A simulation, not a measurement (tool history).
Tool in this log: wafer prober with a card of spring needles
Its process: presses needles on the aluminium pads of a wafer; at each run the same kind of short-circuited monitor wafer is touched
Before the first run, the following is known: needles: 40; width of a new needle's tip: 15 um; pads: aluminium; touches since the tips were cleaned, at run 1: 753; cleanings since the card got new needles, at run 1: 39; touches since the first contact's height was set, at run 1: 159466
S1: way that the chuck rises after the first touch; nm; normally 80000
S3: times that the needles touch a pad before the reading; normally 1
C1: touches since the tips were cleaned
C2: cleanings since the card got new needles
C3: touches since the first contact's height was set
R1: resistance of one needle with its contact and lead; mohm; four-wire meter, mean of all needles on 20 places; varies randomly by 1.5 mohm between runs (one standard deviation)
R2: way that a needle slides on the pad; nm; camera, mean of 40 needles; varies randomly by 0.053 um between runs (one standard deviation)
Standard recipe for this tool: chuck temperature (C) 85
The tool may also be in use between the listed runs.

run 1 hour=0.0 | S1=80000 chuck_temperature_(C)=85 S3=1 | C1=753 C2=39 C3=159466 | R1=172 R2=12700
run 2 hour=4.7 | S1=80000 chuck_temperature_(C)=85 S3=1 | C1=3238 C2=39 C3=161951 | R1=212 R2=12760
-- hour=6.3 tips cleaned on abrasive film
run 3 hour=13.0 | S1=80000 chuck_temperature_(C)=85 S3=1 | C1=3599 C2=40 C3=166354 | R1=221 R2=12700
-- hour=13.9 tips cleaned on abrasive film
-- hour=22.1 tips cleaned on abrasive film
run 4 hour=23.1 | S1=80000 chuck_temperature_(C)=85 S3=1 | C1=535 C2=42 C3=171613 | R1=172 R2=12720
-- hour=30.2 tips cleaned on abrasive film
run 5 hour=32.6 | S1=80000 chuck_temperature_(C)=85 S3=1 | C1=1294 C2=43 C3=176595 | R1=190 R2=12610
-- hour=38.1 tips cleaned on abrasive film
run 6 hour=39.4 | S1=80000 chuck_temperature_(C)=85 S3=2 | C1=713 C2=44 C3=180197 | R1=163 R2=12610
run 7 hour=43.7 | S1=61000 chuck_temperature_(C)=97 S3=2 | C1=3000 C2=44 C3=182484 | R1=223 R2=9490
-- hour=46.1 tips cleaned on abrasive film
run 8 hour=49.9 | S1=68000 chuck_temperature_(C)=85 S3=1 | C1=2041 C2=45 C3=185706 | R1=226 R2=10640

What will run 9 give?
-- hour=53.7 tips cleaned on abrasive film
run 9 hour=56.5 | S1=71000 chuck_temperature_(C)=85 S3=1 | C1=1517 C2=46 C3=189182 | R1=? R2=?

Run 9 yielded R1 207 mohm, R2 11180 nm.
If the tool had no hidden condition, the same run with the same run-to-run variation would have returned R1 150 mohm, R2 11790 nm.

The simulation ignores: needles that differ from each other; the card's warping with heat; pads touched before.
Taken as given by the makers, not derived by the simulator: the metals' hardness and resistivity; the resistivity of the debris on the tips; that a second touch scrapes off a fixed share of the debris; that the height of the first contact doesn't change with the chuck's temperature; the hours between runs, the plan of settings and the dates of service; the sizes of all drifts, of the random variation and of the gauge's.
